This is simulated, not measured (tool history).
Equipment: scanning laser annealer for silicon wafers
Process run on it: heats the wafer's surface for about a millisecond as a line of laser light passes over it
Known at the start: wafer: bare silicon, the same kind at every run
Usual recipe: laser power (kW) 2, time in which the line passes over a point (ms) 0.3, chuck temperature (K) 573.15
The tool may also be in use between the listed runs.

| run | hour | laser power (kW) | time in which the line passes over a point (ms) | chuck temperature (K) | highest temperature of the surface (K) |
|---|---|---|---|---|---|
| 1 | 0 | 2 | 0.3 | 573.15 | 1334.15 |
| 2 | 20.7 | 2 | 0.3 | 573.15 | 1336.15 |
|  | 49.3 | window over the wafer cleaned |
| 3 | 56.4 | 2 | 0.3 | 573.15 | 1373.15 |
| 4 | 82.6 | 2 | 0.3 | 573.15 | 1373.15 |
| 5 | 99.8 | 2 | 0.3 | 573.15 | 1375.15 |
| 6 | 121.1 | 2 | 0.3 | 573.15 | 1373.15 |
| 7 | 157.7 | 2 | 0.3 | 573.15 | 1372.15 |
| 8 | 179.1 | 2 | 0.3 | 573.15 | 1369.15 |
| 9 | 213.2 | 2 | 0.3 | 573.15 | 1366.15 |
| 10 | 248.9 | 2 | 0.3 | 573.15 | 1367.15 |
| 11 | 289.3 | 2 | 0.3 | 573.15 | 1367.15 |
| 12 | 321.4 | 2 | 0.3 | 573.15 | 1366.15 |
| 13 | 342.9 | 2 | 0.3 | 573.15 | 1363.15 |
| 14 | 379.7 | 2 | 0.3 | 573.15 | 1363.15 |
| 15 | 421.6 | 2 | 0.3 | 573.15 | 1357.15 |
| 16 | 449.6 | 2 | 0.3 | 573.15 | 1356.15 |
| 17 | 475.8 | 2 | 0.3 | 584.15 | 1367.15 |
| 18 | 511 | 2 | 0.3 | 584.15 | 1370.15 |
| 19 | 532.1 | 2 | 0.3 | 584.15 | 1369.15 |
| 20 | 567.7 | 2.184 | 0.3 | 584.15 | 1464.15 |
| 21 | 590.2 | 1.956 | 0.309 | 607.15 | 1375.15 |
| 22 | 615.5 | 1.956 | 0.313 | 555.15 | 1333.15 |
| 23 | 656.8 | 2.132 | 0.295 | 555.15 | 1396.15 |
| 24 | 685.6 | 2 | 0.3 | 573.15 | 1352.15 |
| 25 | 706.7 | 2.063 | 0.3 | 573.15 | 1384.15 |
| 26 | 744.6 | 1.945 | 0.373 | 573.15 | 1419.15 |
| 27 | 785.2 | 1.945 | 0.373 | 573.15 | 1421.15 |
| 28 | 819.5 | 2.089 | 0.373 | 573.15 | 1498.15 |
| 29 | 861.5 | 2 | 0.313 | 573.15 | 1359.15 |
| 30 | 879.5 | 2 | 0.33 | 577.15 | 1388.15 |
| 31 | 905.4 | 2 | 0.3 | 563.15 | 1332.15 |
| 32 | 946.5 | 1.801 | 0.278 | 557.15 | 1195.15 |
| 33 | 975.8 | 2.166 | 0.3 | 612.15 | 1467.15 |
| 34 | 1009.9 | 1.767 | 0.3 | 550.15 | 1199.15 |
| 35 | 1027.3 | 2.034 | 0.263 | 605.15 | 1333.15 |

Estimate the outcome of run 36 from the log above:
| 36 | 1049.1 | 2.034 | 0.263 | 605.15 | ? |

highest temperature of the surface (K): 1331.15
Minus the tool's unlogged condition, the same run would have read highest temperature of the surface (K) 1368.15.

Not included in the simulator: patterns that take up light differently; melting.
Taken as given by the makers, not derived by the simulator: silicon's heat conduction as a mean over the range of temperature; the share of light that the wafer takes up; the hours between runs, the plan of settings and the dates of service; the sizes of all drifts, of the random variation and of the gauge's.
